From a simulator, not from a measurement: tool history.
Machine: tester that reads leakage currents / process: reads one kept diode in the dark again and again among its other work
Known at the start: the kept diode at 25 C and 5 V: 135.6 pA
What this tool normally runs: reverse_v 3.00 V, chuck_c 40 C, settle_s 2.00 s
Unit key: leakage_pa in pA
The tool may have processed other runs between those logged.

run,day,reverse_v,chuck_c,settle_s,leakage_pa
1,0.000,3.00,40,2.00,307.56
2,2.767,3.00,40,2.00,307.99
3,6.812,3.00,54,2.00,766.63
4,11.775,15.66,40,2.00,597.16
5,17.992,3.00,40,2.00,302.92
6,20.896,3.00,40,2.00,302.72
7,26.112,8.23,40,2.00,451.87
8,32.792,8.23,40,2.00,452.90
9,36.900,8.23,50,2.00,879.05
# day 38.646: probe card cleaned and baked
10,42.238,3.00,40,1.04,296.67
# day 43.929: tester calibrated
11,49.046,3.00,26,1.04,106.00
12,53.508,2.37,26,1.04,95.76
# day 55.012: tester calibrated, once more
13,59.600,2.37,26,1.04,99.50
14,65.383,3.00,40,2.00,296.41
15,68.625,3.00,40,2.00,296.50
16,72.800,3.00,40,2.00,294.22
# day 76.579: chuck's temperature calibrated
17,77.604,3.00,40,2.00,330.21
18,81.329,3.00,40,2.00,329.15
19,87.167,3.00,40,0.46,328.24
20,93.417,3.00,25,2.00,111.37
21,96.300,3.00,21,7.49,81.26
22,99.058,11.50,44,2.30,727.16
23,103.350,11.50,44,2.30,728.90
24,106.379,1.03,34,2.11,137.13
25,111.404,11.66,34,2.11,368.56
26,118.154,3.00,44,2.91,416.83
27,123.742,3.00,40,0.83,318.71
28,130.262,3.00,40,0.83,317.73
29,135.800,3.00,40,0.83,314.99
30,140.638,3.00,40,0.83,311.96
31,143.642,3.00,59,0.83,1073.07
32,149.662,19.23,28,4.18,289.69
33,154.292,6.30,40,0.60,420.85
34,159.612,3.56,40,6.24,327.91
# day 160.612: probe card cleaned and baked
35,165.917,4.03,58,5.05,1112.38
36,169.204,1.92,58,4.11,819.39
37,173.921,1.92,58,4.11,819.61
38,179.246,1.92,58,1.17,814.86
39,182.967,1.92,58,1.17,811.78

Below are 3 alternative next runs, each starting from the tool's condition after run 39. Predict each:
A,187.300,4.75,58,0.93,?
B,187.300,3.00,40,2.00,?
C,187.300,3.24,40,2.00,?

run,leakage_pa
A,1165.79
B,297.00
C,307.37
With the hidden condition removed and each run's random variation left untouched, the same runs would have given:
run,leakage_pa
A,1271.05
B,326.35
C,337.72
